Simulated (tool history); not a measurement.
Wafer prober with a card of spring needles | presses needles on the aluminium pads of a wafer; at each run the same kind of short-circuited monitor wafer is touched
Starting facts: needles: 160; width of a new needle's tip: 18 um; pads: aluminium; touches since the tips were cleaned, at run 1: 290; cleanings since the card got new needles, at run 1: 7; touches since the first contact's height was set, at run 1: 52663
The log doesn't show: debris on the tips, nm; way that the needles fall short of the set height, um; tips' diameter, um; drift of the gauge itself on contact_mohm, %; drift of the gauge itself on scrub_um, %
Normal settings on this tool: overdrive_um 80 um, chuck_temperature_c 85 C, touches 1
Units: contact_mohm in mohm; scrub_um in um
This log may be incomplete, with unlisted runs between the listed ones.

run,hour,overdrive_um,chuck_temperature_c,touches,touches since the tips were cleaned,cleanings since the card got new needles,touches since the first contact's height was set,contact_mohm,scrub_um
1,0.0,80,85,1,290,7,52663,262,19.90
# hour 22.0: tips cleaned on abrasive film
# hour 44.6: tips cleaned on abrasive film
# hour 44.9: height of the first contact set anew
2,62.6,80,85,1,4908,9,4908,350,20.05
# hour 67.6: tips cleaned on abrasive film
# hour 94.2: tips cleaned on abrasive film
3,101.9,80,85,1,2144,11,15753,294,19.99
# hour 116.6: tips cleaned on abrasive film
# hour 141.1: tips cleaned on abrasive film
4,144.1,80,85,1,847,13,27405,272,19.95
# hour 165.3: tips cleaned on abrasive film
# hour 189.6: tips cleaned on abrasive film
5,193.9,80,85,1,1193,15,41145,277,19.92
# hour 214.1: tips cleaned on abrasive film
# hour 236.8: tips cleaned on abrasive film
6,236.8,80,91,1,0,17,52986,247,19.86
# hour 262.5: tips cleaned on abrasive film
# hour 280.9: height of the first contact set anew
# hour 286.5: tips cleaned on abrasive film
7,302.6,80,91,1,4461,19,5979,337,20.00
# hour 311.4: tips cleaned on abrasive film
# hour 335.1: tips cleaned on abrasive film
8,335.1,77,32,3,0,21,14933,229,19.23
# hour 361.6: tips cleaned on abrasive film
9,372.4,62,85,2,3009,22,25258,324,15.49
# hour 387.0: tips cleaned on abrasive film
# hour 410.4: tips cleaned on abrasive film
10,431.5,82,72,2,5869,24,41598,302,20.41
# hour 434.9: tips cleaned on abrasive film
# hour 458.8: tips cleaned on abrasive film
# hour 484.1: tips cleaned on abrasive film
11,484.1,70,85,1,0,27,56079,254,17.36
# hour 508.9: tips cleaned on abrasive film
# hour 518.0: height of the first contact set anew
12,518.9,80,85,2,2670,28,241,288,20.02
# hour 533.9: tips cleaned on abrasive film
# hour 557.9: tips cleaned on abrasive film
13,570.5,80,85,2,3473,30,14497,287,19.99
# hour 583.0: tips cleaned on abrasive film
# hour 605.4: tips cleaned on abrasive film
# hour 629.5: tips cleaned on abrasive film
14,631.4,80,54,1,535,33,31323,262,19.95

Below are 4 alternative next runs, each starting from the tool's condition after run 14. Predict each:
# hour 653.4: tips cleaned on abrasive film
# hour 678.3: tips cleaned on abrasive film
# hour 701.1: tips cleaned on abrasive film
A,705.5,83,121,2,1202,36,51770,?,?
# hour 653.4: tips cleaned on abrasive film
# hour 678.3: tips cleaned on abrasive film
# hour 701.1: tips cleaned on abrasive film
B,705.5,72,76,1,1202,36,51770,?,?
# hour 653.4: tips cleaned on abrasive film
# hour 678.3: tips cleaned on abrasive film
# hour 701.1: tips cleaned on abrasive film
C,705.5,77,31,1,1202,36,51770,?,?
# hour 653.4: tips cleaned on abrasive film
# hour 678.3: tips cleaned on abrasive film
# hour 701.1: tips cleaned on abrasive film
D,705.5,90,85,1,1202,36,51770,?,?

run,contact_mohm,scrub_um
A,271,20.63
B,291,17.86
C,273,19.13
D,268,22.37
With the hidden condition removed and each run's random variation left untouched, the same runs would have given:
run,contact_mohm,scrub_um
A,248,20.78
B,238,18.02
C,223,19.29
D,233,22.53
